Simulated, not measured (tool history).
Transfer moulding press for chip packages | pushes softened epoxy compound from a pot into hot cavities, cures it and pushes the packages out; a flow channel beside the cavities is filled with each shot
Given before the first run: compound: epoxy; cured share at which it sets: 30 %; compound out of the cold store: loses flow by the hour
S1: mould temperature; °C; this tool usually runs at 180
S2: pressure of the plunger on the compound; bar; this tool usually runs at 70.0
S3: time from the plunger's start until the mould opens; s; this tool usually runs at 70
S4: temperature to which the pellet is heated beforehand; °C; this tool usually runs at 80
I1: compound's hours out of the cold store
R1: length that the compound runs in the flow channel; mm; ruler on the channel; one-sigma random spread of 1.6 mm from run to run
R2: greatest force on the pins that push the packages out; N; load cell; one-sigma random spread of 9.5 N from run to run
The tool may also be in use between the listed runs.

Run 1, day 0.000: usual settings; I1 25.8. Result: R1 781 mm, R2 451 N.
Run 2, day 0.733: usual settings; I1 16.6. Result: R1 825 mm, R2 474 N.
Run 3, day 1.667: usual settings; I1 36.3. Result: R1 747 mm, R2 424 N.
Run 4, day 2.354: usual settings but S1 176 °C; I1 45.8. Result: R1 717 mm, R2 535 N.
Run 5, day 3.358: usual settings but S4 74 °C; I1 40.2. Result: R1 729 mm, R2 450 N.
At day 3.788: cavities cleaned with cleaning compound and waxed.
Run 6, day 4.408: usual settings but S3 68 s; I1 43.1. Result: R1 719 mm, R2 450 N.
Run 7, day 5.104: usual settings but S3 68 s; I1 31.0. Result: R1 762 mm, R2 468 N.
Run 8, day 5.575: usual settings but S3 68 s; I1 39.3. Result: R1 731 mm, R2 480 N.
Run 9, day 6.508: usual settings; I1 44.8. Result: R1 711 mm, R2 430 N.
Run 10, day 7.412: usual settings; I1 21.8. Result: R1 799 mm, R2 459 N.
At day 7.558: cavities cleaned with cleaning compound and waxed.
Run 11, day 7.954: usual settings; I1 38.4. Result: R1 735 mm, R2 434 N.
Run 12, day 8.912: usual settings; I1 11.9. Result: R1 844 mm, R2 467 N.
Run 13, day 9.358: usual settings but S2 83.2 bar; I1 13.4. Result: R1 910 mm, R2 463 N.
Run 14, day 9.854: usual settings but S2 83.2 bar; I1 15.2. Result: R1 902 mm, R2 466 N.
Run 15, day 10.521: usual settings but S2 83.2 bar; I1 47.5. Result: R1 766 mm, R2 419 N.
At day 11.412: cavities cleaned with cleaning compound and waxed.
Run 16, day 11.508: usual settings but S1 187 °C, S4 81 °C; I1 21.3. Result: R1 790 mm, R2 321 N.
At day 11.775: plunger's sealing rings changed.
Run 17, day 12.600: usual settings but S1 187 °C, S4 81 °C; I1 46.3. Result: R1 694 mm, R2 307 N.
Run 18, day 13.542: usual settings but S1 187 °C, S3 56 s, S4 77 °C; I1 43.2. Result: R1 709 mm, R2 490 N.

Run 19 has not been measured yet. What should we expect?
Run 19, day 14.221: usual settings but S1 187 °C, S3 56 s, S4 77 °C; I1 47.1. Result: R1 ?, R2 ?.

{"run 19": {"R1": 691, "R2": 507}}
Were there no unlogged condition in the tool, this run, its random variation unchanged, would have produced R1 691 mm, R2 499 N.

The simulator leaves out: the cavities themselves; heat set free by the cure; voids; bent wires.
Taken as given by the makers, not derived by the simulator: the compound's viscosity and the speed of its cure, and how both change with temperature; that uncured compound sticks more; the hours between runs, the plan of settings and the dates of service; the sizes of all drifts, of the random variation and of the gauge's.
